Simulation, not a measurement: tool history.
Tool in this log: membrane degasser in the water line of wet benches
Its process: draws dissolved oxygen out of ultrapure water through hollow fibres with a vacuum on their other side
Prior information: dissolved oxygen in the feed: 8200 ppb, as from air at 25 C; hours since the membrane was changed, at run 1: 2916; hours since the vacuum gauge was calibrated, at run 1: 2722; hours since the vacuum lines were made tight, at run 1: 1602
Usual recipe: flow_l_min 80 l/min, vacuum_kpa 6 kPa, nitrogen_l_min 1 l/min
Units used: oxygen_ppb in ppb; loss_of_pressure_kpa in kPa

run,hour,flow_l_min,vacuum_kpa,nitrogen_l_min,hours since the membrane was changed,hours since the vacuum gauge was calibrated,hours since the vacuum lines were made tight,oxygen_ppb,loss_of_pressure_kpa
1,0,80,6,1,2916,2722,1602,381.3,64.31
2,104.2,80,6,1,3020,2826,1706,376.7,64.41
3,221.5,80,6,1,3137,2943,1823,373.6,64.28
4,374.9,80,6,1,3291,3097,1976,377.3,64.54
5,533.2,80,9.09,1,3449,3255,2135,752.9,64.79
6,689.3,80,9.09,1,3605,3411,2291,752.7,64.55
7,814.1,80,9.09,1,3730,3536,2416,766.9,64.91
8,924.5,80,9.09,1,3840,3646,2526,756.5,64.78
9,1010.5,80,6,1,3926,3732,2612,381,64.87
# hour 1021.3: vacuum gauge calibrated
10,1172.4,80,6,1,4088,151,2773,381.5,64.8
11,1254.6,80,7.29,1,4170,233,2856,535.1,65.19
12,1410.7,80,7.29,1,4326,389,3012,546,64.69
# hour 1474.4: vacuum gauge calibrated, once more
13,1494.5,80,7.09,1,4409,20,3095,506.6,64.95
14,1671.1,60,11.6,0.43,4586,197,3272,1405.1,48.75
15,1813.6,63,4.72,1,4728,339,3414,178.2,51.62
# hour 1846.4: seals of the vacuum lines changed
16,1958.6,64,6,0.49,4871,482,112,492.2,52.53
17,2056.3,64,6,0.49,4969,580,210,496.7,52.21
18,2142.4,91,6,1,5055,666,296,413,74.41
19,2233.3,96,5.61,0.47,5146,757,387,536.4,78.59
20,2322.2,80,6,0.55,5235,846,476,527.8,65.58
21,2487.6,88,4.13,1,5400,1011,641,149,72.11
22,2659.1,88,4.13,1,5572,1183,813,148.4,72.34
23,2737.6,98,13.32,1,5650,1261,891,1393.7,80.62
24,2828.7,61,6,1,5742,1352,982,310.8,49.76
25,2930.1,61,6,1,5843,1454,1084,311.2,50.14

Consider 3 possible next runs. They are alternatives, not a sequence: every one starts from the tool as it was left by run 25. What does each give?
A,3074.5,61,13.02,1,5987,1598,1228,?,?
B,3074.5,61,4.75,1,5987,1598,1228,?,?
C,3074.5,80,6,0.61,5987,1598,1228,?,?

run,oxygen_ppb,loss_of_pressure_kpa
A,986.5,50.33
B,179.7,50.43
C,505.3,65.55
The same runs, with their run-to-run variation unchanged, on a tool lacking any hidden condition would have given:
run,oxygen_ppb,loss_of_pressure_kpa
A,981.1,48.12
B,172.9,48.21
C,495.4,62.66

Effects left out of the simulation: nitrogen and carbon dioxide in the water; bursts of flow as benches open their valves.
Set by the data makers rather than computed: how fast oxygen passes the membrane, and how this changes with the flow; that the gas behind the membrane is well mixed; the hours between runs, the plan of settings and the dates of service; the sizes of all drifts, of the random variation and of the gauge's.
